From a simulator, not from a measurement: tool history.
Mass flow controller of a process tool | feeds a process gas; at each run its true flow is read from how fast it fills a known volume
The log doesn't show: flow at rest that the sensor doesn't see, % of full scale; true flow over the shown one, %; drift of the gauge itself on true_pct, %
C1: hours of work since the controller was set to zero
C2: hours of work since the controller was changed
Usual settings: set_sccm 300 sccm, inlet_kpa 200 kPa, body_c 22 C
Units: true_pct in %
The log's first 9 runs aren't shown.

run 10 hour=1780.1 | set_sccm=281 inlet_kpa=200 body_c=22 | C1=4573 C2=4573 | true_pct=99.22
run 11 hour=1950.3 | set_sccm=281 inlet_kpa=200 body_c=22 | C1=4642 C2=4642 | true_pct=99.44
run 12 hour=2203.4 | set_sccm=281 inlet_kpa=200 body_c=22 | C1=4745 C2=4745 | true_pct=99.25
-- hour=2261.6 controller's zero set anew
run 13 hour=2408.4 | set_sccm=281 inlet_kpa=200 body_c=25 | C1=60 C2=4828 | true_pct=99.45
run 14 hour=2592.9 | set_sccm=281 inlet_kpa=200 body_c=25 | C1=135 C2=4903 | true_pct=99.66
run 15 hour=2823.9 | set_sccm=281 inlet_kpa=200 body_c=25 | C1=229 C2=4997 | true_pct=99.67
run 16 hour=3074.4 | set_sccm=281 inlet_kpa=200 body_c=25 | C1=331 C2=5099 | true_pct=99.70
run 17 hour=3369.7 | set_sccm=243 inlet_kpa=155 body_c=28 | C1=451 C2=5219 | true_pct=99.95
run 18 hour=3596.5 | set_sccm=55 inlet_kpa=195 body_c=29 | C1=543 C2=5312 | true_pct=99.08
-- hour=3713.3 gauge calibrated
run 19 hour=3725.1 | set_sccm=484 inlet_kpa=195 body_c=29 | C1=595 C2=5364 | true_pct=100.16
run 20 hour=3984.7 | set_sccm=484 inlet_kpa=195 body_c=23 | C1=701 C2=5469 | true_pct=99.81
run 21 hour=4191.2 | set_sccm=266 inlet_kpa=149 body_c=22 | C1=785 C2=5553 | true_pct=99.24
run 22 hour=4424.2 | set_sccm=266 inlet_kpa=149 body_c=22 | C1=880 C2=5648 | true_pct=99.33
run 23 hour=4647.3 | set_sccm=350 inlet_kpa=229 body_c=22 | C1=970 C2=5739 | true_pct=99.19
run 24 hour=4929.9 | set_sccm=350 inlet_kpa=229 body_c=22 | C1=1085 C2=5854 | true_pct=99.34
run 25 hour=5088.7 | set_sccm=350 inlet_kpa=229 body_c=22 | C1=1150 C2=5918 | true_pct=99.30
run 26 hour=5306.9 | set_sccm=367 inlet_kpa=207 body_c=38 | C1=1239 C2=6007 | true_pct=100.44
run 27 hour=5456.8 | set_sccm=58 inlet_kpa=200 body_c=23 | C1=1300 C2=6068 | true_pct=98.50
run 28 hour=5734.2 | set_sccm=58 inlet_kpa=200 body_c=23 | C1=1412 C2=6181 | true_pct=98.44
run 29 hour=5868.2 | set_sccm=251 inlet_kpa=200 body_c=23 | C1=1467 C2=6236 | true_pct=99.26
run 30 hour=6129.7 | set_sccm=175 inlet_kpa=146 body_c=25 | C1=1573 C2=6342 | true_pct=99.55
run 31 hour=6319.8 | set_sccm=90 inlet_kpa=200 body_c=25 | C1=1651 C2=6419 | true_pct=98.74

Forecast each of these 4 alternatives for the next run:
run A hour=6589.4 | set_sccm=352 inlet_kpa=200 body_c=26 | C1=1760 C2=6529 | true_pct=?
run B hour=6589.4 | set_sccm=406 inlet_kpa=239 body_c=25 | C1=1760 C2=6529 | true_pct=?
run C hour=6589.4 | set_sccm=479 inlet_kpa=209 body_c=36 | C1=1760 C2=6529 | true_pct=?
run D hour=6589.4 | set_sccm=102 inlet_kpa=152 body_c=32 | C1=1760 C2=6529 | true_pct=?

run=A true_pct=100.02
run=B true_pct=100.01
run=C true_pct=101.07
run=D true_pct=99.61
Without the tool's hidden state the same runs would have given:
run=A true_pct=99.47
run=B true_pct=99.46
run=C true_pct=100.52
run=D true_pct=99.06
